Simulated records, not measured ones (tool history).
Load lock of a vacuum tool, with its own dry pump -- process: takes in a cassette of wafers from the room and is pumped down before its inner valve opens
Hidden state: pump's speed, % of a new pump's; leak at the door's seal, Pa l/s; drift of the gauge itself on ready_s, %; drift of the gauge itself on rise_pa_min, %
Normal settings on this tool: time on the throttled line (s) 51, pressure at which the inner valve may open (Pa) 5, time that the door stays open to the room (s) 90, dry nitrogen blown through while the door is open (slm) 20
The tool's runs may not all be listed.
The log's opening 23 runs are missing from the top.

run	day	time on the throttled line (s)	pressure at which the inner valve may open (Pa)	time that the door stays open to the room (s)	dry nitrogen blown through while the door is open (slm)	hours that the pump has run since its overhaul	times that the door has closed on its seal	incoming humidity of the room's air, %	time from the closed door until the inner valve may open (s)	rise of the pressure with all valves shut (Pa/min)
24	222.008	74	5	67	20	16710	31137	45.2	111.9	0.077
25	233.421	28	5	94	20	16984	32395	45.6	75.7	0.091
26	245.592	51	5	74	20	17276	33736	44.8	93.1	0.095
27	258.567	30	5	90	8	17588	35167	44.1	77.1	0.113
28	266.971	98	5	131	19	17789	36093	47.3	132.7	0.104
29	277.217	98	5	131	19	18035	37222	44.4	131.9	0.109
30	282.888	36	5	131	19	18171	37847	43.2	82.8	0.111
31	292.962	32	6	39	20	18413	38958	44.2	78.7	0.101

4 ways to go on from here, each from the tool as it stands after run 31. What would each give?
A	303.704	57	5	40	5	18671	40141	49.6	?	?
B	303.704	51	8	48	9	18671	40141	45.2	?	?
C	303.704	35	6	39	20	18671	40141	44.4	?	?
D	303.704	51	5	90	8	18671	40141	42.7	?	?

run	time from the closed door until the inner valve may open (s)	rise of the pressure with all valves shut (Pa/min)
A	100.3	0.125
B	92.6	0.12
C	81.7	0.108
D	95.7	0.128
Stripped of hidden state, with their random variation kept, the same runs would have yielded:
run	time from the closed door until the inner valve may open (s)	rise of the pressure with all valves shut (Pa/min)
A	92.6	0.032
B	85.2	0.027
C	73.4	0.016
D	87.8	0.036
